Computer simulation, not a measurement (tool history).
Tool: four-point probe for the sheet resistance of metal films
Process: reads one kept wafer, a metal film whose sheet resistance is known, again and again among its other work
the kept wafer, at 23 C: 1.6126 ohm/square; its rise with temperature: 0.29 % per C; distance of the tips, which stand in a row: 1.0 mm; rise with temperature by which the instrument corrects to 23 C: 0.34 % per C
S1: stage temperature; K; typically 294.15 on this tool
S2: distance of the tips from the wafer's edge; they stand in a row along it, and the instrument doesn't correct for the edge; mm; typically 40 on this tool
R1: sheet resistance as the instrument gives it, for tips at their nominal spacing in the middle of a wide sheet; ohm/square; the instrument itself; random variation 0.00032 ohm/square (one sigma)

Run 1, hour 0: usual settings. Result: R1 1.62705 ohm/square.
Run 2, hour 81.6: usual settings. Result: R1 1.627193 ohm/square.
Run 3, hour 121.3: usual settings. Result: R1 1.627422 ohm/square.
Run 4, hour 177.7: usual settings. Result: R1 1.627536 ohm/square.
Run 5, hour 260.6: usual settings. Result: R1 1.628348 ohm/square.
Run 6, hour 302.6: usual settings. Result: R1 1.627928 ohm/square.
At hour 370.9: new probe head fitted.
Run 7, hour 390.7: usual settings. Result: R1 1.611068 ohm/square.
Run 8, hour 438.8: usual settings. Result: R1 1.611131 ohm/square.
Run 9, hour 516.3: usual settings but S2 8 mm. Result: R1 1.624498 ohm/square.
Run 10, hour 606.4: usual settings but S1 306.15 K, S2 8 mm. Result: R1 1.614947 ohm/square.
Run 11, hour 692.2: usual settings but S1 306.15 K, S2 8 mm. Result: R1 1.615009 ohm/square.
Run 12, hour 755.8: usual settings but S1 306.15 K, S2 24 mm. Result: R1 1.603258 ohm/square.
Run 13, hour 818.9: usual settings but S1 306.15 K, S2 14 mm. Result: R1 1.60643 ohm/square.
Run 14, hour 862.4: usual settings but S1 306.15 K, S2 14 mm. Result: R1 1.607284 ohm/square.
Run 15, hour 925.9: usual settings but S1 305.15 K, S2 6 mm. Result: R1 1.627004 ohm/square.
Run 16, hour 972.2: usual settings but S1 305.15 K, S2 6 mm. Result: R1 1.626847 ohm/square.
Run 17, hour 1049.9: usual settings but S1 300.15 K, S2 15 mm. Result: R1 1.611418 ohm/square.
Run 18, hour 1143.8: usual settings but S2 6 mm. Result: R1 1.6371 ohm/square.
Run 19, hour 1215.4: usual settings but S2 6 mm. Result: R1 1.637029 ohm/square.
Run 20, hour 1271.5: usual settings but S2 6 mm. Result: R1 1.636853 ohm/square.
Run 21, hour 1339.3: usual settings but S2 6 mm. Result: R1 1.636791 ohm/square.
Run 22, hour 1395: usual settings but S2 6 mm. Result: R1 1.637242 ohm/square.

Consider 4 possible next runs. They are alternatives, not a sequence: every one starts from the tool as it was left by run 22. What does each give?
Run A, hour 1463.7: usual settings but S1 296.15 K. Result: R1 ?.
Run B, hour 1463.7: usual settings but S1 295.15 K, S2 53 mm. Result: R1 ?.
Run C, hour 1463.7: usual settings but S2 32 mm. Result: R1 ?.
Run D, hour 1463.7: usual settings but S1 302.15 K, S2 3 mm. Result: R1 ?.

run        R1
  A  1.612148
  B  1.612951
  C  1.613945
  D  1.697049
Take away the tool's hidden state, keep each run's random variation, and the runs would have read:
run        R1
  A   1.61326
  B  1.614067
  C  1.615064
  D  1.698201
